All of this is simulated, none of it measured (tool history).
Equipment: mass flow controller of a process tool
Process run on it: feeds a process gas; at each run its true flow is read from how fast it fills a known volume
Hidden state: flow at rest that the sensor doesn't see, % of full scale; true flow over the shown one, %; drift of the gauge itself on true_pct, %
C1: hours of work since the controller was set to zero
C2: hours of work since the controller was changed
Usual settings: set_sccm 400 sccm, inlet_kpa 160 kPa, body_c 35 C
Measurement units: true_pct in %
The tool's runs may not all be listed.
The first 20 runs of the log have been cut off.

run 21 hour=5480.3 | set_sccm=975 inlet_kpa=232 body_c=40 | C1=7522 C2=7522 | true_pct=94.36
run 22 hour=5757.9 | set_sccm=119 inlet_kpa=162 body_c=23 | C1=7628 C2=7628 | true_pct=86.82
-- hour=5784.1 controller's zero set anew
-- hour=6008.8 controller exchanged for a calibrated one
run 23 hour=6060.7 | set_sccm=241 inlet_kpa=192 body_c=35 | C1=20 C2=20 | true_pct=98.87
run 24 hour=6307.4 | set_sccm=161 inlet_kpa=177 body_c=30 | C1=114 C2=114 | true_pct=98.69
run 25 hour=6474.2 | set_sccm=400 inlet_kpa=160 body_c=30 | C1=178 C2=178 | true_pct=98.79
-- hour=6579 controller's zero set anew, once more
run 26 hour=6656.6 | set_sccm=400 inlet_kpa=160 body_c=30 | C1=30 C2=247 | true_pct=98.58
run 27 hour=6869.5 | set_sccm=400 inlet_kpa=149 body_c=33 | C1=111 C2=328 | true_pct=98.45
run 28 hour=7222.3 | set_sccm=396 inlet_kpa=257 body_c=38 | C1=246 C2=463 | true_pct=98.93
run 29 hour=7416.4 | set_sccm=880 inlet_kpa=229 body_c=22 | C1=320 C2=537 | true_pct=100.02
run 30 hour=7761.6 | set_sccm=880 inlet_kpa=229 body_c=22 | C1=452 C2=669 | true_pct=99.94
run 31 hour=8113.5 | set_sccm=497 inlet_kpa=173 body_c=33 | C1=586 C2=803 | true_pct=98.5

Forecast run 32:
run 32 hour=8307.9 | set_sccm=998 inlet_kpa=160 body_c=20 | C1=660 C2=878 | true_pct=?

{"run 32": {"true_pct": 99.54}}
On a tool with no hidden condition, and with the same random variation, this run would have come out at true_pct 99.9 %.

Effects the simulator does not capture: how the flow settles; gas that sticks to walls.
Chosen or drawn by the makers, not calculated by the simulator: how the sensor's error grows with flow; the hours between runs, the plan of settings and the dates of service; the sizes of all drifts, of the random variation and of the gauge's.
